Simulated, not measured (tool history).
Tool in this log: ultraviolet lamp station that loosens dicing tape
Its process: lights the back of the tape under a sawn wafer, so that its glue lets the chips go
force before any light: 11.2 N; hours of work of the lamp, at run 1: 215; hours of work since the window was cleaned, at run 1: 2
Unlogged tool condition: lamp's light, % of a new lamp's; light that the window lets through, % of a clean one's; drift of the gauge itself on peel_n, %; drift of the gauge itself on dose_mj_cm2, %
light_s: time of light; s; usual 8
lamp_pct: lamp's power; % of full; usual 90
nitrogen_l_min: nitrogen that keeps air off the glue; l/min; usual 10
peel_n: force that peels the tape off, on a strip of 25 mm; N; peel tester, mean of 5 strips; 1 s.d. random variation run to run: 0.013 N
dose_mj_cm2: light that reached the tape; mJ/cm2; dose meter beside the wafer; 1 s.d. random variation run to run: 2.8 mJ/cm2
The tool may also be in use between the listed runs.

run,hour,light_s,lamp_pct,nitrogen_l_min,hours of work of the lamp,hours of work since the window was cleaned,peel_n,dose_mj_cm2
1,0,8,90,10,215,2,0.666,377
2,13.9,8,90,10,225,12,0.704,380
3,24.2,9,90,10,232,19,0.511,423
4,38.8,8,77,10,243,30,0.983,315
5,48.6,8,77,10,250,37,1.016,316
6,57.3,8,77,10,256,43,1.022,312
7,67.8,8,90,10,263,50,0.699,374
8,74.9,8,90,10,269,55,0.691,372
9,83.8,8,90,10,275,62,0.721,372
10,94.4,8,90,10,282,69,0.705,373
11,102.7,8,90,10,288,75,0.718,370
12,115.2,8,65,10,297,84,1.473,267
13,123.8,8,90,7,303,90,0.994,366
14,138.8,8,90,7,314,101,0.987,366
15,149.9,8,90,5,322,109,1.343,366
16,160.3,10,90,5,329,116,0.815,458
17,172.7,13,86,14,338,125,0.189,560
18,183.3,11,86,6,346,133,0.637,474
19,198.5,8,62,8,357,143,1.947,243
20,213.3,8,78,8,367,154,1.276,310

Each row is a separate what-if for the run after 20, all from the same tool condition, not one after another. Results?
A,221.5,16,68,8,373,160,?,?
B,221.5,6,95,12,373,160,?,?
C,221.5,14,68,3,373,160,?,?
D,221.5,8,78,14,373,160,?,?

run,peel_n,dose_mj_cm2
A,0.33,548
B,1.136,285
C,1.229,472
D,0.824,308
Stripped of hidden state, with their random variation kept, the same runs would have yielded:
run,peel_n,dose_mj_cm2
A,0.261,598
B,0.933,312
C,1.012,515
D,0.664,336
